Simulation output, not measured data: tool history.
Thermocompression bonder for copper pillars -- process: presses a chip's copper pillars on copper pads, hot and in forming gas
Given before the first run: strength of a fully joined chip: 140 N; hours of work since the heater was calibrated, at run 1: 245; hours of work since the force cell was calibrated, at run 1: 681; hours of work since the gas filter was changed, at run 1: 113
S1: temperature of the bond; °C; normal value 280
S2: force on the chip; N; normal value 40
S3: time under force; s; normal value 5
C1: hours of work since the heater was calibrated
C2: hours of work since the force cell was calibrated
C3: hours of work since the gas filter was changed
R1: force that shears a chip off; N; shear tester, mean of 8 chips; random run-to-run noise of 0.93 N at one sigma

| run | hour | S1 | S2 | S3 | C1 | C2 | C3 | R1 |
|---|---|---|---|---|---|---|---|---|
| 1 | 0.0 | 280 | 40 | 5 | 245 | 681 | 113 | 71.9 |
| 2 | 25.1 | 280 | 40 | 5 | 256 | 693 | 124 | 70.5 |
| 3 | 67.2 | 280 | 40 | 5 | 275 | 712 | 143 | 69.4 |
| 4 | 97.6 | 280 | 40 | 5 | 289 | 725 | 157 | 69.0 |
| 5 | 141.5 | 267 | 40 | 5 | 309 | 745 | 177 | 60.6 |
| 6 | 168.6 | 267 | 40 | 5 | 321 | 757 | 189 | 59.6 |
| 7 | 190.1 | 267 | 40 | 5 | 331 | 767 | 199 | 59.0 |
| 8 | 241.5 | 267 | 40 | 5 | 354 | 790 | 222 | 59.0 |
| 9 | 266.8 | 267 | 40 | 5 | 365 | 801 | 233 | 59.0 |
| 10 | 306.2 | 267 | 40 | 5 | 383 | 819 | 251 | 57.4 |
| 11 | 344.6 | 280 | 40 | 5 | 400 | 836 | 268 | 64.8 |
| 12 | 388.1 | 280 | 24 | 5 | 420 | 856 | 288 | 44.8 |
| 13 | 423.7 | 280 | 24 | 5 | 436 | 872 | 304 | 44.3 |
| 14 | 464.2 | 280 | 24 | 5 | 454 | 890 | 322 | 44.8 |
| 15 | 488.6 | 280 | 24 | 5 | 465 | 901 | 333 | 44.2 |
|  | 513.6 | forming gas filter changed |
| 16 | 525.7 | 281 | 24 | 5 | 482 | 918 | 5 | 49.5 |
| 17 | 578.0 | 281 | 24 | 5 | 505 | 941 | 29 | 49.8 |
|  | 598.7 | heater calibrated with a thermocouple chip |
| 18 | 623.3 | 280 | 25 | 5 | 11 | 961 | 48 | 56.5 |
| 19 | 649.3 | 280 | 40 | 5 | 23 | 973 | 60 | 76.6 |
| 20 | 700.1 | 280 | 40 | 5 | 46 | 995 | 83 | 74.7 |
| 21 | 723.7 | 280 | 40 | 5 | 56 | 1006 | 94 | 75.4 |
| 22 | 760.7 | 285 | 40 | 6 | 73 | 1023 | 110 | 80.8 |
| 23 | 783.0 | 265 | 56 | 5 | 83 | 1033 | 120 | 76.3 |
| 24 | 814.5 | 295 | 40 | 4 | 97 | 1047 | 135 | 76.5 |
| 25 | 852.2 | 295 | 40 | 4 | 114 | 1064 | 152 | 76.0 |
| 26 | 891.9 | 273 | 40 | 5 | 132 | 1082 | 169 | 66.1 |
| 27 | 939.2 | 292 | 26 | 5 | 153 | 1103 | 191 | 59.6 |
| 28 | 981.5 | 276 | 48 | 14 | 172 | 1122 | 210 | 98.6 |
| 29 | 1018.7 | 294 | 44 | 5 | 189 | 1139 | 227 | 80.4 |
| 30 | 1057.2 | 263 | 48 | 11 | 206 | 1156 | 244 | 82.6 |
| 31 | 1082.8 | 263 | 29 | 11 | 218 | 1168 | 255 | 61.6 |
| 32 | 1117.2 | 303 | 60 | 5 | 233 | 1183 | 271 | 96.1 |

For run 33, what comes out?
| 33 | 1149.4 | 273 | 40 | 4 | 248 | 1198 | 285 | ? |

{"run 33": {"R1": 57.5}}
With the hidden condition absent and the run-to-run variation left alone, this run would have shown R1 69.2 N.
